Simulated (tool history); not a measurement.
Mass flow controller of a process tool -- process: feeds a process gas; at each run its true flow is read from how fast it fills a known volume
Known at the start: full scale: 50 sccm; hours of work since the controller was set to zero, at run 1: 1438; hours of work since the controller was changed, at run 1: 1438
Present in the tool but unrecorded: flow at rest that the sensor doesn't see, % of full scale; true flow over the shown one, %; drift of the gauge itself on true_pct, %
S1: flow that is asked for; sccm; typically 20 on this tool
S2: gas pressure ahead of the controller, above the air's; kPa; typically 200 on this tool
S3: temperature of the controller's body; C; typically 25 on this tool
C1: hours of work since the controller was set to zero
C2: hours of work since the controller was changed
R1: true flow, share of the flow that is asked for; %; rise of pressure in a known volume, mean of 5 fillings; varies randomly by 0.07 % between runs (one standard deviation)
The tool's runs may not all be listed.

Run 1, day 0.000: usual settings; C1 1438; C2 1438. Result: R1 98.72 %.
Run 2, day 6.529: usual settings; C1 1554; C2 1554. Result: R1 98.62 %.
Run 3, day 10.229: usual settings; C1 1620; C2 1620. Result: R1 98.59 %.
Run 4, day 16.321: usual settings; C1 1729; C2 1729. Result: R1 98.62 %.
Run 5, day 20.171: usual settings; C1 1797; C2 1797. Result: R1 98.67 %.
Run 6, day 28.546: usual settings but S3 29 C; C1 1947; C2 1947. Result: R1 99.22 %.
Run 7, day 32.883: usual settings but S3 29 C; C1 2024; C2 2024. Result: R1 99.00 %.
Run 8, day 39.471: usual settings but S3 29 C; C1 2141; C2 2141. Result: R1 99.04 %.
Run 9, day 45.771: usual settings but S2 211 kPa; C1 2253; C2 2253. Result: R1 98.72 %.
Run 10, day 53.346: usual settings but S2 211 kPa; C1 2388; C2 2388. Result: R1 98.83 %.
Run 11, day 60.254: usual settings but S2 211 kPa; C1 2511; C2 2511. Result: R1 98.91 %.
Run 12, day 68.538: usual settings but S2 211 kPa; C1 2659; C2 2659. Result: R1 98.80 %.
Run 13, day 72.696: usual settings but S2 211 kPa; C1 2733; C2 2733. Result: R1 98.70 %.
Run 14, day 80.142: usual settings but S3 28 C; C1 2866; C2 2866. Result: R1 99.01 %.
Run 15, day 87.292: usual settings but S1 22 sccm; C1 2993; C2 2993. Result: R1 98.77 %.
Run 16, day 93.638: usual settings; C1 3106; C2 3106. Result: R1 98.67 %.
Run 17, day 101.650: usual settings; C1 3249; C2 3249. Result: R1 98.77 %.
Run 18, day 105.704: usual settings; C1 3321; C2 3321. Result: R1 98.57 %.
Run 19, day 112.138: usual settings; C1 3436; C2 3436. Result: R1 98.63 %.
Run 20, day 118.729: usual settings but S2 143 kPa, S3 22 C; C1 3553; C2 3553. Result: R1 97.87 %.
Run 21, day 125.846: usual settings but S2 143 kPa, S3 22 C; C1 3680; C2 3680. Result: R1 97.92 %.
Run 22, day 130.217: usual settings but S2 143 kPa, S3 22 C; C1 3758; C2 3758. Result: R1 97.99 %.
Run 23, day 138.721: usual settings but S1 18 sccm, S2 153 kPa, S3 24 C; C1 3909; C2 3909. Result: R1 98.06 %.
Run 24, day 143.238: usual settings but S1 18 sccm, S2 153 kPa, S3 24 C; C1 3989; C2 3989. Result: R1 98.19 %.
Run 25, day 147.800: usual settings but S2 208 kPa; C1 4071; C2 4071. Result: R1 98.58 %.
Run 26, day 153.133: usual settings but S2 208 kPa; C1 4166; C2 4166. Result: R1 98.83 %.
Run 27, day 159.346: usual settings but S2 208 kPa; C1 4276; C2 4276. Result: R1 98.64 %.

Forecast run 28:
Run 28, day 164.850: usual settings but S2 208 kPa; C1 4374; C2 4374. Result: R1 ?.

For run 28 the tool returned R1 98.74 %.
Minus the tool's unlogged condition, the same run would have read R1 98.73 %.
